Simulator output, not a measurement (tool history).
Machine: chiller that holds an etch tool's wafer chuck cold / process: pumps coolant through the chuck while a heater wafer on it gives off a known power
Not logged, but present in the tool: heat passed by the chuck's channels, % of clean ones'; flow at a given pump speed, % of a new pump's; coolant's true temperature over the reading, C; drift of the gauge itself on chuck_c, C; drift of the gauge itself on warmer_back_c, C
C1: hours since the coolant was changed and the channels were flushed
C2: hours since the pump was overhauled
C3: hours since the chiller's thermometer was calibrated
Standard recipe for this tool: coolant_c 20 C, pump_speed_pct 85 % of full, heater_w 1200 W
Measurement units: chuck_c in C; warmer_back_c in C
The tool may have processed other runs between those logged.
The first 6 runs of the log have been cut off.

run 7 hour=177.7 | coolant_c=20 pump_speed_pct=85 heater_w=1200 | C1=3093 C2=1750 C3=916 | chuck_c=30.5 warmer_back_c=4.89
run 8 hour=197.9 | coolant_c=12 pump_speed_pct=85 heater_w=1200 | C1=3113 C2=1770 C3=937 | chuck_c=22.5 warmer_back_c=4.89
run 9 hour=213.5 | coolant_c=12 pump_speed_pct=85 heater_w=1200 | C1=3128 C2=1786 C3=952 | chuck_c=22.6 warmer_back_c=4.9
run 10 hour=245.7 | coolant_c=12 pump_speed_pct=85 heater_w=1200 | C1=3160 C2=1818 C3=984 | chuck_c=22.5 warmer_back_c=4.91
run 11 hour=268.1 | coolant_c=12 pump_speed_pct=85 heater_w=1200 | C1=3183 C2=1840 C3=1007 | chuck_c=22.6 warmer_back_c=4.96
run 12 hour=299.5 | coolant_c=12 pump_speed_pct=85 heater_w=1200 | C1=3214 C2=1872 C3=1038 | chuck_c=22.8 warmer_back_c=4.88
-- hour=306.4 coolant pump overhauled
run 13 hour=328.6 | coolant_c=20 pump_speed_pct=85 heater_w=751 | C1=3238 C2=22 C3=1062 | chuck_c=26.7 warmer_back_c=3.09
run 14 hour=352.7 | coolant_c=20 pump_speed_pct=70 heater_w=1200 | C1=3263 C2=46 C3=1086 | chuck_c=32.5 warmer_back_c=6.13
run 15 hour=376 | coolant_c=20 pump_speed_pct=70 heater_w=1200 | C1=3286 C2=70 C3=1110 | chuck_c=32.8 warmer_back_c=6.07
-- hour=412.4 coolant pump overhauled, once more
run 16 hour=412.4 | coolant_c=20 pump_speed_pct=70 heater_w=1200 | C1=3317 C2=0 C3=1141 | chuck_c=32.1 warmer_back_c=5.79
run 17 hour=446.7 | coolant_c=20 pump_speed_pct=70 heater_w=1200 | C1=3351 C2=34 C3=1175 | chuck_c=32.3 warmer_back_c=5.78
run 18 hour=467.1 | coolant_c=13 pump_speed_pct=85 heater_w=1753 | C1=3372 C2=55 C3=1196 | chuck_c=28.4 warmer_back_c=7.04
run 19 hour=497.4 | coolant_c=13 pump_speed_pct=85 heater_w=1753 | C1=3402 C2=85 C3=1226 | chuck_c=28.4 warmer_back_c=7.01
run 20 hour=528.3 | coolant_c=20 pump_speed_pct=83 heater_w=1200 | C1=3433 C2=116 C3=1257 | chuck_c=30.8 warmer_back_c=4.94
run 21 hour=546.9 | coolant_c=20 pump_speed_pct=64 heater_w=1777 | C1=3452 C2=134 C3=1276 | chuck_c=39.5 warmer_back_c=9.39

For run 22, what comes out?
run 22 hour=568.8 | coolant_c=20 pump_speed_pct=64 heater_w=1777 | C1=3474 C2=156 C3=1297 | chuck_c=? warmer_back_c=?

{"run 22": {"chuck_c": 39.4, "warmer_back_c": 9.41}}
Take away the tool's hidden state, keep the run-to-run variation as it was, and the same run would have given chuck_c 36.7 C, warmer_back_c 9.21 C.
